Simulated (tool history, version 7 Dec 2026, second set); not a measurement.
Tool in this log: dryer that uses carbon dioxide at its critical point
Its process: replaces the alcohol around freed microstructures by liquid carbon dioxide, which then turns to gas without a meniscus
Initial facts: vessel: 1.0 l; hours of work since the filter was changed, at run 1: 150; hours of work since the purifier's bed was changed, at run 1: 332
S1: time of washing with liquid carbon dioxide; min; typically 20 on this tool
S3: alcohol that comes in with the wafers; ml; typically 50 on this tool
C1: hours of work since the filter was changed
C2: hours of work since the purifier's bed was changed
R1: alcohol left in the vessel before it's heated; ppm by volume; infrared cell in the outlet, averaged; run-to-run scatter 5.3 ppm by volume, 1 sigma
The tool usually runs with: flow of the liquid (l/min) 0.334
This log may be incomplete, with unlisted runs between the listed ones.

{"run": 1, "day": 0.0, "S1": 20, "flow of the liquid (l/min)": 0.334, "S3": 50, "C1": 150, "C2": 332, "R1": 325}
{"run": 2, "day": 0.55, "S1": 20, "flow of the liquid (l/min)": 0.334, "S3": 37, "C1": 158, "C2": 341, "R1": 290}
{"run": 3, "day": 1.217, "S1": 20, "flow of the liquid (l/min)": 0.334, "S3": 77, "C1": 169, "C2": 351, "R1": 464}
{"run": 4, "day": 2.267, "S1": 20, "flow of the liquid (l/min)": 0.334, "S3": 85, "C1": 185, "C2": 368, "R1": 528}
{"run": 5, "day": 3.192, "S1": 20, "flow of the liquid (l/min)": 0.334, "S3": 85, "C1": 200, "C2": 382, "R1": 564}
{"run": 6, "day": 3.954, "S1": 20, "flow of the liquid (l/min)": 0.334, "S3": 50, "C1": 212, "C2": 394, "R1": 405}
{"run": 7, "day": 4.583, "S1": 23, "flow of the liquid (l/min)": 0.334, "S3": 50, "C1": 222, "C2": 404, "R1": 278}
{"run": 8, "day": 5.629, "S1": 23, "flow of the liquid (l/min)": 0.334, "S3": 50, "C1": 239, "C2": 421, "R1": 285}
{"run": 9, "day": 6.438, "S1": 23, "flow of the liquid (l/min)": 0.334, "S3": 50, "C1": 251, "C2": 434, "R1": 293}
{"day": 6.992, "done": "inlet filter changed"}
{"run": 10, "day": 7.433, "S1": 23, "flow of the liquid (l/min)": 0.334, "S3": 50, "C1": 7, "C2": 449, "R1": 231}
{"run": 11, "day": 7.929, "S1": 20, "flow of the liquid (l/min)": 0.471, "S3": 50, "C1": 15, "C2": 457, "R1": 192}
{"run": 12, "day": 8.779, "S1": 20, "flow of the liquid (l/min)": 0.471, "S3": 50, "C1": 28, "C2": 470, "R1": 203}
{"run": 13, "day": 9.558, "S1": 20, "flow of the liquid (l/min)": 0.471, "S3": 50, "C1": 41, "C2": 482, "R1": 207}
{"run": 14, "day": 10.367, "S1": 20, "flow of the liquid (l/min)": 0.334, "S3": 50, "C1": 53, "C2": 495, "R1": 327}
{"run": 15, "day": 10.975, "S1": 20, "flow of the liquid (l/min)": 0.334, "S3": 50, "C1": 63, "C2": 505, "R1": 346}
{"run": 16, "day": 11.608, "S1": 19, "flow of the liquid (l/min)": 0.334, "S3": 50, "C1": 73, "C2": 515, "R1": 389}
{"run": 17, "day": 12.412, "S1": 19, "flow of the liquid (l/min)": 0.334, "S3": 50, "C1": 86, "C2": 527, "R1": 403}
{"run": 18, "day": 12.888, "S1": 13, "flow of the liquid (l/min)": 0.334, "S3": 50, "C1": 93, "C2": 535, "R1": 1363}
{"run": 19, "day": 13.8, "S1": 13, "flow of the liquid (l/min)": 0.334, "S3": 50, "C1": 108, "C2": 549, "R1": 1410}
{"run": 20, "day": 14.279, "S1": 13, "flow of the liquid (l/min)": 0.215, "S3": 26, "C1": 115, "C2": 557, "R1": 2543}
{"run": 21, "day": 14.967, "S1": 13, "flow of the liquid (l/min)": 0.407, "S3": 41, "C1": 126, "C2": 568, "R1": 693}
{"run": 22, "day": 15.538, "S1": 23, "flow of the liquid (l/min)": 0.353, "S3": 38, "C1": 135, "C2": 577, "R1": 279}
{"run": 23, "day": 16.138, "S1": 18, "flow of the liquid (l/min)": 0.424, "S3": 89, "C1": 144, "C2": 586, "R1": 378}
{"run": 24, "day": 17.204, "S1": 16, "flow of the liquid (l/min)": 0.334, "S3": 29, "C1": 161, "C2": 603, "R1": 595}
{"run": 25, "day": 17.775, "S1": 16, "flow of the liquid (l/min)": 0.334, "S3": 29, "C1": 170, "C2": 612, "R1": 584}
{"run": 26, "day": 18.433, "S1": 16, "flow of the liquid (l/min)": 0.334, "S3": 29, "C1": 181, "C2": 622, "R1": 598}
{"day": 18.808, "done": "purifier's bed changed"}
{"run": 27, "day": 19.583, "S1": 20, "flow of the liquid (l/min)": 0.242, "S3": 28, "C1": 197, "C2": 12, "R1": 524}
{"run": 28, "day": 20.588, "S1": 20, "flow of the liquid (l/min)": 0.334, "S3": 39, "C1": 213, "C2": 28, "R1": 182}
{"run": 29, "day": 21.354, "S1": 19, "flow of the liquid (l/min)": 0.467, "S3": 22, "C1": 225, "C2": 40, "R1": 31}
{"run": 30, "day": 22.433, "S1": 19, "flow of the liquid (l/min)": 0.348, "S3": 50, "C1": 242, "C2": 57, "R1": 295}
{"run": 31, "day": 23.125, "S1": 20, "flow of the liquid (l/min)": 0.415, "S3": 60, "C1": 253, "C2": 68, "R1": 119}
{"day": 23.638, "done": "inlet filter changed"}
{"run": 32, "day": 23.796, "S1": 20, "flow of the liquid (l/min)": 0.415, "S3": 60, "C1": 2, "C2": 78, "R1": 69}
{"run": 33, "day": 24.671, "S1": 20, "flow of the liquid (l/min)": 0.33, "S3": 29, "C1": 16, "C2": 92, "R1": 115}
{"run": 34, "day": 25.483, "S1": 20, "flow of the liquid (l/min)": 0.334, "S3": 25, "C1": 29, "C2": 105, "R1": 103}

Here are 3 independent what-if runs from the current tool condition. What would each one return?
{"run": "A", "day": 26.292, "S1": 28, "flow of the liquid (l/min)": 0.334, "S3": 62, "C1": 42, "C2": 118, "R1": "?"}
{"run": "B", "day": 26.292, "S1": 20, "flow of the liquid (l/min)": 0.334, "S3": 33, "C1": 42, "C2": 118, "R1": "?"}
{"run": "C", "day": 26.292, "S1": 20, "flow of the liquid (l/min)": 0.294, "S3": 25, "C1": 42, "C2": 118, "R1": "?"}

run=A R1=70
run=B R1=141
run=C R1=186
With the hidden condition removed and each run's random variation left untouched, the same runs would have given:
run=A R1=20
run=B R1=83
run=C R1=121

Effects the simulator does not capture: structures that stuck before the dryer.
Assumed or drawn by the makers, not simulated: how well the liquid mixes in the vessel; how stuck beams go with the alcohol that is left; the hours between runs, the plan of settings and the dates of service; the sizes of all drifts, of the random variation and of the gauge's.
